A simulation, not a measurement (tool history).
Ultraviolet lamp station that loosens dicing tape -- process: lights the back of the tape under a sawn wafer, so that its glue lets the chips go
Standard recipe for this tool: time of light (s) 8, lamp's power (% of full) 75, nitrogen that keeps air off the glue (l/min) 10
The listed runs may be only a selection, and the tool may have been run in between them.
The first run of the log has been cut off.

| run | day | time of light (s) | lamp's power (% of full) | nitrogen that keeps air off the glue (l/min) | force that peels the tape off (N) | light that reached the tape (J/m2) |
|---|---|---|---|---|---|---|
| 2 | 0.654 | 8 | 75 | 19 | 0.421 | 3050 |
| 3 | 1.692 | 8 | 89 | 10 | 0.405 | 3500 |
| 4 | 2.233 | 8 | 75 | 19 | 0.421 | 2990 |
| 5 | 2.938 | 8 | 75 | 10 | 0.651 | 2950 |
| 6 | 4.242 | 8 | 75 | 10 | 0.670 | 2960 |
| 7 | 5.254 | 8 | 75 | 10 | 0.656 | 2900 |
| 8 | 6.317 | 8 | 75 | 10 | 0.674 | 2840 |
| 9 | 7.058 | 6 | 75 | 10 | 1.349 | 2130 |
| 10 | 8.267 | 8 | 75 | 10 | 0.729 | 2790 |
| 11 | 9.075 | 8 | 75 | 10 | 0.720 | 2760 |
| 12 | 9.738 | 8 | 75 | 10 | 0.772 | 2760 |
| 13 | 10.904 | 8 | 75 | 10 | 0.751 | 2740 |
| 14 | 11.925 | 8 | 75 | 10 | 0.776 | 2730 |
|  | 12.050 | window cleaned of glue's vapour |
| 15 | 13.133 | 8 | 75 | 10 | 0.735 | 2840 |
| 16 | 13.867 | 8 | 75 | 13 | 0.616 | 2780 |
| 17 | 14.404 | 8 | 67 | 13 | 0.806 | 2450 |
| 18 | 15.567 | 8 | 67 | 13 | 0.841 | 2490 |
| 19 | 16.154 | 8 | 67 | 13 | 0.849 | 2470 |
| 20 | 17.304 | 8 | 75 | 14 | 0.650 | 2730 |
| 21 | 18.171 | 8 | 75 | 14 | 0.643 | 2680 |
| 22 | 19.458 | 8 | 68 | 14 | 0.854 | 2400 |
| 23 | 20.583 | 8 | 68 | 14 | 0.888 | 2350 |
| 24 | 21.479 | 7 | 63 | 4 | 2.442 | 1900 |
| 25 | 22.712 | 16 | 75 | 15 | 0.124 | 5130 |

Run 26 comes next. What will it give?
| 26 | 23.288 | 16 | 96 | 4 | ? | ? |

Run 26 gave force that peels the tape off (N) 0.149, light that reached the tape (J/m2) 6510.
With no hidden state in the tool, this same run would have given force that peels the tape off (N) 0.083, light that reached the tape (J/m2) 8800.
